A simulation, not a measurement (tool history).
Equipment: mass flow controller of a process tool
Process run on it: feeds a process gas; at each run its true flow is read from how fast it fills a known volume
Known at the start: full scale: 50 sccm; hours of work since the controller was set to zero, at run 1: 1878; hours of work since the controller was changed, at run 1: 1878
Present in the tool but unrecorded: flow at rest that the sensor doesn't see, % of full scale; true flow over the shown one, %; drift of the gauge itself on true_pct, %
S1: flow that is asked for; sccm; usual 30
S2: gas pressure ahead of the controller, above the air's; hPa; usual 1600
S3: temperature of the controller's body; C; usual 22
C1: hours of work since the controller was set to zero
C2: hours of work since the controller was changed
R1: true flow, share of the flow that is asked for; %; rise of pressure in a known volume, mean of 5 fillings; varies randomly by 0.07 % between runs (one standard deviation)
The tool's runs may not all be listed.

run,hour,S1,S2,S3,C1,C2,R1
1,0,30,1600,22,1878,1878,100.75
2,124.1,30,1600,22,1930,1930,100.68
3,326,6,1600,22,2014,2014,102.92
4,426.6,6,1600,22,2056,2056,103.1
5,597,6,1600,22,2127,2127,103.12
6,791.8,6,1600,22,2209,2209,103.44
7,972.7,6,1600,22,2284,2284,103.64
# hour 986.6: controller's zero set anew
8,1177.3,6,1600,22,80,2369,106.59
9,1338.8,6,1600,22,147,2437,106.72
10,1445.5,6,1600,22,191,2481,106.86
11,1540.4,6,1600,22,231,2521,106.89
12,1713.4,6,1600,22,303,2593,107.19
# hour 1727.4: controller's zero set anew, once more
13,1893.1,6,1600,22,69,2668,99.12
14,1981.9,10,1520,29,106,2705,98.84
15,2183.7,10,1520,29,190,2789,98.84
16,2277,10,1600,35,229,2828,98.44
17,2378.1,10,1610,35,271,2870,98.55
18,2528.1,7,1600,22,334,2933,99.76
19,2619.1,41,1850,27,372,2971,100.59
20,2753.6,5,2170,22,428,3027,99.99
21,2891.9,19,2260,24,486,3084,99.75
22,3061,10,2160,20,556,3155,100.03
23,3194.5,15,2450,38,612,3211,98.54
24,3387.5,15,2450,38,693,3291,98.59
25,3516.1,37,2450,29,746,3345,100.18

Predict each of these 5 candidate next runs independently; none follows another, all start after run 25:
A,3679.5,7,1850,31,814,3413,?
B,3679.5,12,1600,22,814,3413,?
C,3679.5,37,2450,28,814,3413,?
D,3679.5,37,2400,29,814,3413,?
E,3679.5,30,1630,39,814,3413,?

run,R1
A,99.9
B,100.37
C,100.23
D,100.23
E,99.39
Without the tool's unlogged condition, the same runs would have read:
run,R1
A,97.26
B,98.39
C,98.87
D,98.87
E,97.96
